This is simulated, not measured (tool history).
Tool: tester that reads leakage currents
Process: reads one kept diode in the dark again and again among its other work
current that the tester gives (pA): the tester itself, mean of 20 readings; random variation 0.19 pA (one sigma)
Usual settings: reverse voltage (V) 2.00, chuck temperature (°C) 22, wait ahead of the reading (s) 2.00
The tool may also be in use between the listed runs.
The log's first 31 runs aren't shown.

run	day	reverse voltage (V)	chuck temperature (°C)	wait ahead of the reading (s)	current that the tester gives (pA)
32	98.533	7.25	58	0.96	1837.07
33	102.417	8.42	20	2.00	119.44
34	104.629	8.42	20	2.00	119.32
35	107.246	8.42	20	2.00	118.57
# day 110.954: chuck's temperature calibrated
36	111.338	19.30	22	2.39	225.97
37	113.321	19.30	22	2.39	226.71
38	116.679	2.09	21	1.16	58.35
39	118.408	12.96	41	6.71	784.91

4 ways to go on from here, each from the tool as it stands after run 39. What would each give?
A	121.042	16.14	31	6.71	?
B	121.042	13.66	22	6.71	?
C	121.042	1.48	45	4.37	?
D	121.042	8.93	41	6.71	?

run	current that the tester gives (pA)
A	417.27
B	184.43
C	303.84
D	634.26
Without the tool's hidden state the same runs would have given:
run	current that the tester gives (pA)
A	417.07
B	184.33
C	303.72
D	633.98
